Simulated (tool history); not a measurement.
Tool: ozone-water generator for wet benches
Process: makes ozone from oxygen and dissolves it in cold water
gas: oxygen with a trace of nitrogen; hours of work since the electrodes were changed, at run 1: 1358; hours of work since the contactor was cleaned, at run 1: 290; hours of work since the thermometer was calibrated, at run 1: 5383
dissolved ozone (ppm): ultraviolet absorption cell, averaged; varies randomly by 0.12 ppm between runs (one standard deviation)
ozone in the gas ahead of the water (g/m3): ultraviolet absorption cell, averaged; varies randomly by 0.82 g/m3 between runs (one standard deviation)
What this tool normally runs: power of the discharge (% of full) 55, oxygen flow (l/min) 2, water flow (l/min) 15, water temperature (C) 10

run,hour,power of the discharge (% of full),oxygen flow (l/min),water flow (l/min),water temperature (C),hours of work since the electrodes were changed,hours of work since the contactor was cleaned,hours of work since the thermometer was calibrated,dissolved ozone (ppm),ozone in the gas ahead of the water (g/m3)
1,0,55,2,15,10,1358,290,5383,10.7,127.4
# hour 35.3: water thermometer calibrated
2,58,55,2,15,10,1409,341,20,10.6,127.3
3,98.4,55,2,15,13,1444,376,55,10.4,125.8
4,174.8,55,2,15,13,1511,443,122,10.4,126.1
5,257.6,55,2.13,15,13,1583,515,194,10.5,124.5
6,339.8,55,2.13,15,13,1655,587,266,10.6,122.3
7,405.8,55,2,15,12,1713,645,324,10.5,125.2
8,467.9,55,2,15,12,1767,699,378,10.7,126
9,504.6,55,2,15,6,1799,731,411,11,125.9
10,571.6,55,2,15,6,1858,790,469,10.8,124.6
11,642.2,55,2,15,6,1920,852,531,11,126
12,712.4,55,2,15,10,1981,913,592,10.6,125.3
13,790.1,55,2,15,10,2049,981,660,10.8,124.3
14,867.1,55,2,15,10,2116,1048,728,10.5,124.7
15,947.3,55,2,15,10,2187,1119,798,10.3,124.1
16,1007.3,55,2,15,10,2239,1171,850,10.6,125.4
17,1095.6,55,2,15,10,2316,1248,928,10.4,124.7
18,1150.5,55,2,15,10,2364,1296,976,10.3,124.6
19,1207.1,55,2,15,10,2414,1346,1025,10.6,125.4
20,1291.6,55,2.61,15,6,2488,1420,1099,11.7,110.6
21,1342.2,73,1.03,17,6,2532,1464,1143,8.9,206.2
22,1402,73,1.03,17,6,2584,1516,1196,9,205.5
23,1463,48,3.1,14,14,2638,1570,1249,10.8,91.8
24,1500.9,55,2,13,8,2671,1603,1282,12.1,122.4
25,1544.3,55,2,10,10,2709,1641,1320,14.8,124.1
26,1600.2,60,2.01,14,7,2758,1690,1369,12.2,131.3
27,1640.3,45,2.01,18,7,2793,1725,1404,7.5,107.9
28,1712.2,45,2.01,18,7,2856,1788,1467,7.8,108.1
29,1760.6,55,1.12,12,10,2898,1830,1509,10.7,161.7
30,1825.1,55,1.12,12,10,2955,1887,1566,10.8,161.7
31,1875.7,55,2,13,10,2999,1931,1610,11.8,123.7
32,1950.6,55,2,14,10,3064,1996,1676,10.8,123.6
33,2008,55,2,14,17,3115,2046,1726,10.3,124.8

How would selected steps in dissolved ozone (ppm) from run to run divide? Give the signed amount a tool lacking its hidden state would still show from settings, what came in and random variation, and the signed amount left for the hidden state, including any gauge scatter that is not in both of the compared results.
What the log doesn't record here: yield of the discharge, % of new electrodes'; contactor's efficiency, % of a clean one's; true water temperature over the reading, C; drift of the gauge itself on ozone_ppm, %; drift of the gauge itself on gas_g_m3, %.
Run 20 -> 21: power of the discharge (% of full) 55 -> 73, oxygen flow (l/min) 2.61 -> 1.03, water flow (l/min) 15 -> 17. dissolved ozone (ppm) -2.8: hidden state -0.1, all else -2.7.
Run 23 -> 24: power of the discharge (% of full) 48 -> 55, oxygen flow (l/min) 3.1 -> 2, water flow (l/min) 14 -> 13, water temperature (C) 14 -> 8. dissolved ozone (ppm) +1.3: hidden state -0.2, all else +1.5.
Run 26 -> 27: power of the discharge (% of full) 60 -> 45, water flow (l/min) 14 -> 18. dissolved ozone (ppm) -4.7: hidden state +0.3, all else -5.
Run 28 -> 29: power of the discharge (% of full) 45 -> 55, oxygen flow (l/min) 2.01 -> 1.12, water flow (l/min) 18 -> 12, water temperature (C) 7 -> 10. dissolved ozone (ppm) +2.9: hidden state -0.3, all else +3.2.
